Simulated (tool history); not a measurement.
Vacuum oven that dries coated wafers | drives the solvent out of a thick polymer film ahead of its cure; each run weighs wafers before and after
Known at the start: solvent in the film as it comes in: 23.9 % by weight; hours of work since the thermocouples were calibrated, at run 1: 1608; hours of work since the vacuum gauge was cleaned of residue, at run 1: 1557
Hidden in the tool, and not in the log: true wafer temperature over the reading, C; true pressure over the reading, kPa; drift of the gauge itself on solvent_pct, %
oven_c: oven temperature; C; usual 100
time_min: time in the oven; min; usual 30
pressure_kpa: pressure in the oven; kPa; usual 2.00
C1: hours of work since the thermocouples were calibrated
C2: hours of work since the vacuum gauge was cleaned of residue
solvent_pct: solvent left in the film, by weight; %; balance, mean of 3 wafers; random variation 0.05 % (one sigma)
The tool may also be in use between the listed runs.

{"run": 1, "day": 0.0, "oven_c": 100, "time_min": 30, "pressure_kpa": 2.0, "C1": 1608, "C2": 1557, "solvent_pct": 2.82}
{"run": 2, "day": 2.308, "oven_c": 100, "time_min": 30, "pressure_kpa": 2.0, "C1": 1648, "C2": 1598, "solvent_pct": 2.9}
{"run": 3, "day": 3.625, "oven_c": 100, "time_min": 30, "pressure_kpa": 4.9, "C1": 1672, "C2": 1621, "solvent_pct": 4.56}
{"day": 4.692, "done": "oven's thermocouples calibrated"}
{"run": 4, "day": 5.421, "oven_c": 100, "time_min": 30, "pressure_kpa": 4.9, "C1": 13, "C2": 1652, "solvent_pct": 4.93}
{"run": 5, "day": 7.9, "oven_c": 100, "time_min": 30, "pressure_kpa": 2.0, "C1": 57, "C2": 1696, "solvent_pct": 3.21}
{"run": 6, "day": 9.262, "oven_c": 100, "time_min": 30, "pressure_kpa": 2.0, "C1": 81, "C2": 1720, "solvent_pct": 3.26}
{"day": 10.721, "done": "vacuum gauge cleaned of residue and calibrated"}
{"run": 7, "day": 11.067, "oven_c": 100, "time_min": 30, "pressure_kpa": 2.0, "C1": 112, "C2": 6, "solvent_pct": 2.97}
{"run": 8, "day": 12.883, "oven_c": 108, "time_min": 20, "pressure_kpa": 6.9, "C1": 144, "C2": 38, "solvent_pct": 4.34}
{"run": 9, "day": 14.871, "oven_c": 100, "time_min": 44, "pressure_kpa": 4.75, "C1": 179, "C2": 74, "solvent_pct": 3.61}
{"run": 10, "day": 16.0, "oven_c": 97, "time_min": 18, "pressure_kpa": 4.75, "C1": 199, "C2": 93, "solvent_pct": 8.43}
{"run": 11, "day": 17.271, "oven_c": 97, "time_min": 18, "pressure_kpa": 4.75, "C1": 222, "C2": 116, "solvent_pct": 8.56}
{"run": 12, "day": 18.696, "oven_c": 90, "time_min": 30, "pressure_kpa": 1.5, "C1": 247, "C2": 141, "solvent_pct": 7.05}
{"run": 13, "day": 21.025, "oven_c": 90, "time_min": 30, "pressure_kpa": 1.5, "C1": 288, "C2": 182, "solvent_pct": 7.16}
{"run": 14, "day": 22.183, "oven_c": 90, "time_min": 30, "pressure_kpa": 1.5, "C1": 308, "C2": 203, "solvent_pct": 7.0}

Hidden state at the last listed run before each entry between runs and at the first one after, where it differs:
Between runs 3 and 4: oven's thermocouples calibrated (day 4.692)
  true wafer temperature over the reading, C: 1.27 -> 0.1; true pressure over the reading, kPa: 0.514 -> 0.523
  measured less the result without the state, solvent_pct: -0.15 -> +0.27 %
Between runs 6 and 7: vacuum gauge cleaned of residue and calibrated (day 10.721)
  true wafer temperature over the reading, C: 0.16 -> 0.19; true pressure over the reading, kPa: 0.543 -> 0.001
  measured less the result without the state, solvent_pct: +0.26 -> -0.07 %

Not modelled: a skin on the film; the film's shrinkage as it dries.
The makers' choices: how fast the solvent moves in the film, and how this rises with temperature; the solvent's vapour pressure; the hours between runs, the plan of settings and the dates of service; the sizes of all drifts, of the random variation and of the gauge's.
